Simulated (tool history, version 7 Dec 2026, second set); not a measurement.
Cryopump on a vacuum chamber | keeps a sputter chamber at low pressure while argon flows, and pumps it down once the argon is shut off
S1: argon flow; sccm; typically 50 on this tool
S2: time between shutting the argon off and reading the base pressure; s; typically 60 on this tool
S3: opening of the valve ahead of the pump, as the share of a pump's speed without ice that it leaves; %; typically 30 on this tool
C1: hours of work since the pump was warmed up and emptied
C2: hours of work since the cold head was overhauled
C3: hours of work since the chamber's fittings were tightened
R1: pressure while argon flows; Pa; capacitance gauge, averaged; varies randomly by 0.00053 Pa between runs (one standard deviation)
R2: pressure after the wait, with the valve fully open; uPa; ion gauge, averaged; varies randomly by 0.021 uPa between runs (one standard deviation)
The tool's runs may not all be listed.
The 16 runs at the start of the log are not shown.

Run 17, hour 306.0: usual settings; C1 773; C2 773; C3 2389. Result: R1 0.1439 Pa, R2 1.44 uPa.
Run 18, hour 321.6: usual settings but S2 106 s, S3 33 %; C1 782; C2 782; C3 2398. Result: R1 0.1305 Pa, R2 1.28 uPa.
Run 19, hour 338.4: usual settings but S2 106 s, S3 33 %; C1 792; C2 792; C3 2408. Result: R1 0.1309 Pa, R2 1.25 uPa.
Run 20, hour 359.7: usual settings but S1 49 sccm, S2 30 s, S3 52 %; C1 805; C2 805; C3 2421. Result: R1 0.0828 Pa, R2 1.88 uPa.
Run 21, hour 388.1: usual settings but S1 49 sccm, S2 30 s, S3 52 %; C1 821; C2 821; C3 2437. Result: R1 0.0835 Pa, R2 1.72 uPa.
Run 22, hour 412.2: usual settings but S1 34 sccm, S2 30 s, S3 55 %; C1 835; C2 835; C3 2451. Result: R1 0.0561 Pa, R2 1.82 uPa.
Run 23, hour 441.5: usual settings but S1 85 sccm, S2 28 s, S3 19 %; C1 852; C2 852; C3 2468. Result: R1 0.3804 Pa, R2 1.90 uPa.
Run 24, hour 469.3: usual settings but S2 20 s; C1 868; C2 868; C3 2484. Result: R1 0.1435 Pa, R2 2.26 uPa.
Run 25, hour 488.6: usual settings but S1 35 sccm, S2 25 s, S3 31 %; C1 880; C2 880; C3 2496. Result: R1 0.0976 Pa, R2 2.05 uPa.
Run 26, hour 504.2: usual settings but S1 68 sccm, S2 25 s, S3 19 %; C1 889; C2 889; C3 2505. Result: R1 0.3036 Pa, R2 2.00 uPa.
Run 27, hour 530.8: usual settings but S1 68 sccm, S2 76 s, S3 19 %; C1 904; C2 904; C3 2520. Result: R1 0.3046 Pa, R2 1.41 uPa.
Run 28, hour 545.9: usual settings but S1 68 sccm, S2 76 s, S3 19 %; C1 913; C2 913; C3 2529. Result: R1 0.3032 Pa, R2 1.48 uPa.
Run 29, hour 573.1: usual settings but S1 55 sccm, S2 65 s, S3 40 %; C1 929; C2 929; C3 2545. Result: R1 0.1203 Pa, R2 1.53 uPa.
Run 30, hour 587.0: usual settings but S1 55 sccm, S2 65 s, S3 40 %; C1 937; C2 937; C3 2553. Result: R1 0.1209 Pa, R2 1.51 uPa.
Run 31, hour 606.6: usual settings but S1 37 sccm, S2 57 s, S3 32 %; C1 948; C2 948; C3 2564. Result: R1 0.1006 Pa, R2 1.57 uPa.
Run 32, hour 629.8: usual settings but S1 82 sccm, S3 37 %; C1 962; C2 962; C3 2578. Result: R1 0.1934 Pa, R2 1.50 uPa.
Run 33, hour 647.1: usual settings but S3 21 %; C1 972; C2 972; C3 2588. Result: R1 0.2040 Pa, R2 1.54 uPa.
Run 34, hour 669.5: usual settings but S3 21 %; C1 985; C2 985; C3 2601. Result: R1 0.2036 Pa, R2 1.57 uPa.

What if the next run were any one of these 4? Each begins from the tool's condition after run 34:
Run A, hour 685.8: usual settings but S1 73 sccm, S3 50 %; C1 994; C2 994; C3 2610. Result: R1 ?, R2 ?.
Run B, hour 685.8: usual settings but S1 35 sccm, S3 57 %; C1 994; C2 994; C3 2610. Result: R1 ?, R2 ?.
Run C, hour 685.8: usual settings but S1 36 sccm, S2 27 s, S3 24 %; C1 994; C2 994; C3 2610. Result: R1 ?, R2 ?.
Run D, hour 685.8: usual settings but S1 34 sccm, S2 123 s, S3 50 %; C1 994; C2 994; C3 2610. Result: R1 ?, R2 ?.

run      R1    R2
  A  0.1312  1.59
  B  0.0561  1.58
  C  0.1288  2.11
  D  0.0608  1.41
Without the tool's unlogged condition, the same runs would have read:
run      R1    R2
  A  0.1211  0.50
  B  0.0512  0.53
  C  0.1238  1.00
  D  0.0560  0.34
